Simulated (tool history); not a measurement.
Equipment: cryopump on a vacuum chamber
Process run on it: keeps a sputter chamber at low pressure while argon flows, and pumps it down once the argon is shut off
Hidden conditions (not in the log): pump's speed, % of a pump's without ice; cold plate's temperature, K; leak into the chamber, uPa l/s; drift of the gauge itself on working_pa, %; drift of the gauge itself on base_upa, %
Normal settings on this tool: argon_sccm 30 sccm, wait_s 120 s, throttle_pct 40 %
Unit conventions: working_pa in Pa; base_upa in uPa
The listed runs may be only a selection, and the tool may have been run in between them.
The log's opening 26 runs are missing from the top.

| run | hour | argon_sccm | wait_s | throttle_pct | hours of work since the pump was warmed up and emptied | hours of work since the cold head was overhauled | hours of work since the chamber's fittings were tightened | working_pa | base_upa |
|---|---|---|---|---|---|---|---|---|---|
| 27 | 415.6 | 30 | 218 | 40 | 520 | 520 | 1930 | 0.0781 | 1.22 |
| 28 | 435.5 | 29 | 25 | 40 | 528 | 528 | 1939 | 0.0751 | 3.52 |
| 29 | 448.4 | 13 | 74 | 44 | 534 | 534 | 1944 | 0.0313 | 1.83 |
| 30 | 457.3 | 13 | 74 | 44 | 538 | 538 | 1948 | 0.032 | 1.77 |
| 31 | 474.5 | 13 | 74 | 44 | 545 | 545 | 1955 | 0.0305 | 1.82 |
| 32 | 492.9 | 45 | 74 | 44 | 553 | 553 | 1963 | 0.1059 | 1.82 |
| 33 | 507.4 | 32 | 130 | 38 | 559 | 559 | 1970 | 0.0877 | 1.4 |
| 34 | 524 | 13 | 147 | 22 | 566 | 566 | 1977 | 0.0602 | 1.39 |

Predict each of these 4 candidate next runs independently; none follows another, all start after run 34:
| A | 540 | 15 | 28 | 59 | 573 | 573 | 1984 | ? | ? |
| B | 540 | 13 | 120 | 40 | 573 | 573 | 1984 | ? | ? |
| C | 540 | 30 | 27 | 40 | 573 | 573 | 1984 | ? | ? |
| D | 540 | 26 | 69 | 15 | 573 | 573 | 1984 | ? | ? |

| run | working_pa | base_upa |
|---|---|---|
| A | 0.0273 | 3.4 |
| B | 0.0336 | 1.52 |
| C | 0.0775 | 3.45 |
| D | 0.1706 | 1.93 |
What these runs would have given with no unlogged condition in the tool:
| run | working_pa | base_upa |
|---|---|---|
| A | 0.0238 | 2.59 |
| B | 0.0306 | 0.72 |
| C | 0.0705 | 2.65 |
| D | 0.1646 | 1.13 |

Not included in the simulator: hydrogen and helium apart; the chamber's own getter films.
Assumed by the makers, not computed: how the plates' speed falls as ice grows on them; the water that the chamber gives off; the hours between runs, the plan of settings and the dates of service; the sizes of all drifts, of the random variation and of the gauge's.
